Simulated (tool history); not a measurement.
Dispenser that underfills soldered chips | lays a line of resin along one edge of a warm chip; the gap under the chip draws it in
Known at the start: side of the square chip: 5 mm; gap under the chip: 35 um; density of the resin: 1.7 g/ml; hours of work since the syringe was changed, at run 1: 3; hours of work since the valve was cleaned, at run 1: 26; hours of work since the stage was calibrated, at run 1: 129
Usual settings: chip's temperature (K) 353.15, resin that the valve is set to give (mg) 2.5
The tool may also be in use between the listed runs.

run,hour,chip's temperature (K),resin that the valve is set to give (mg),hours of work since the syringe was changed,hours of work since the valve was cleaned,hours of work since the stage was calibrated,time until the resin shows at the far edge (s),resin that the valve gave (mg)
1,0,353.15,2.5,3,26,129,49.4,2.47
2,7.8,353.15,2.5,8,31,134,63.1,2.44
# hour 13.2: new syringe of resin
3,17.6,361.15,2.5,3,36,140,35.9,2.45
4,25.8,361.15,2.5,8,41,145,46,2.42
# hour 32.1: new syringe of resin
5,33.9,361.15,2.5,1,46,150,33,2.46
6,39.6,353.15,2.5,5,50,153,51.5,2.46
7,49.1,353.15,2.5,10,55,159,68.9,2.44
# hour 51.2: new syringe of resin
8,58.7,365.15,2.5,5,61,165,35,2.42
9,64.4,353.15,2.5,8,65,168,63,2.39
# hour 69.9: new syringe of resin
10,73.3,353.15,2.5,2,70,173,47.2,2.39
11,82.4,353.15,2.67,8,76,179,60.9,2.55
# hour 89.1: new syringe of resin
12,90.2,353.15,2.67,1,80,183,42.7,2.54
13,98.3,353.15,2.67,6,85,188,55.2,2.52
14,105.9,353.15,2.67,10,90,193,68.3,2.56
# hour 107.7: new syringe of resin
15,111.4,353.15,2.5,2,93,196,45.3,2.37
16,119.2,353.15,2.5,7,98,201,60.3,2.38
# hour 127.1: new syringe of resin
17,128.8,353.15,2.5,1,103,207,43.2,2.36
18,134.7,359.15,2.5,5,107,210,43.2,2.33
19,141,359.15,2.5,9,111,214,51.6,2.34
# hour 146.1: new syringe of resin
20,146.1,355.15,2.17,0,114,217,39.2,2
21,152.6,360.15,2.37,4,118,221,40.6,2.25
22,159.7,359.15,2.37,8,122,225,51,2.16
# hour 164.9: new syringe of resin
23,166.4,359.15,2.59,1,126,229,35.5,2.41
24,171.5,353.15,2.65,4,129,232,50.6,2.44
# hour 179.1: dispensing valve cleaned and set on the balance
25,179.6,348.15,2.38,8,0,237,75.5,2.35
# hour 184.7: new syringe of resin
26,187.2,348.15,2.38,2,5,241,51.5,2.39

Forecast run 27:
27,192.8,350.15,2.18,5,8,245,?,?

time until the resin shows at the far edge (s): 58.3
resin that the valve gave (mg): 2.17
Without the tool's hidden state the same run would have given time until the resin shows at the far edge (s) 47.3, resin that the valve gave (mg) 2.18.
